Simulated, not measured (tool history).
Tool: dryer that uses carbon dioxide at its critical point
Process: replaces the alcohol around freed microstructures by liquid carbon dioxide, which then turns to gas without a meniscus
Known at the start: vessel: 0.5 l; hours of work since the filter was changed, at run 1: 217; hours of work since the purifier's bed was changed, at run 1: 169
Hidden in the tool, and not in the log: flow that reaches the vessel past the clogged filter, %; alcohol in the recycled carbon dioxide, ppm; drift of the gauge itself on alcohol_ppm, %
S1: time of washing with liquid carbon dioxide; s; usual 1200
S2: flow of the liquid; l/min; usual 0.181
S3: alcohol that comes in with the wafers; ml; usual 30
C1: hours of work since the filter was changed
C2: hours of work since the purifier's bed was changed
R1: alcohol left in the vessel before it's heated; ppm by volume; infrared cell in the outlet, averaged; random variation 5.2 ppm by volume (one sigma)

run,day,S1,S2,S3,C1,C2,R1
1,0,1200,0.181,30,217,169,223
2,0.308,1200,0.181,48,221,172,344
3,0.579,1200,0.181,48,224,175,361
# day 1.146: inlet filter changed
4,1.154,1500,0.181,30,0,182,52
5,1.467,1500,0.181,30,4,185,52
6,2.038,1500,0.181,30,10,192,57
7,2.329,1200,0.181,107,14,195,346
8,2.638,1200,0.181,107,17,199,350
9,3.154,1200,0.181,107,23,204,354
10,3.688,1020,0.115,30,29,211,1801

4 ways to go on from here, each from the tool as it stands after run 10. What would each give?
A,4.075,1620,0.179,69,34,215,?
B,4.075,1860,0.153,30,34,215,?
C,4.075,1020,0.192,58,34,215,?
D,4.075,1260,0.19,70,34,215,?

run,R1
A,53
B,58
C,410
D,150
Without the tool's hidden state the same runs would have given:
run,R1
A,19
B,26
C,336
D,103

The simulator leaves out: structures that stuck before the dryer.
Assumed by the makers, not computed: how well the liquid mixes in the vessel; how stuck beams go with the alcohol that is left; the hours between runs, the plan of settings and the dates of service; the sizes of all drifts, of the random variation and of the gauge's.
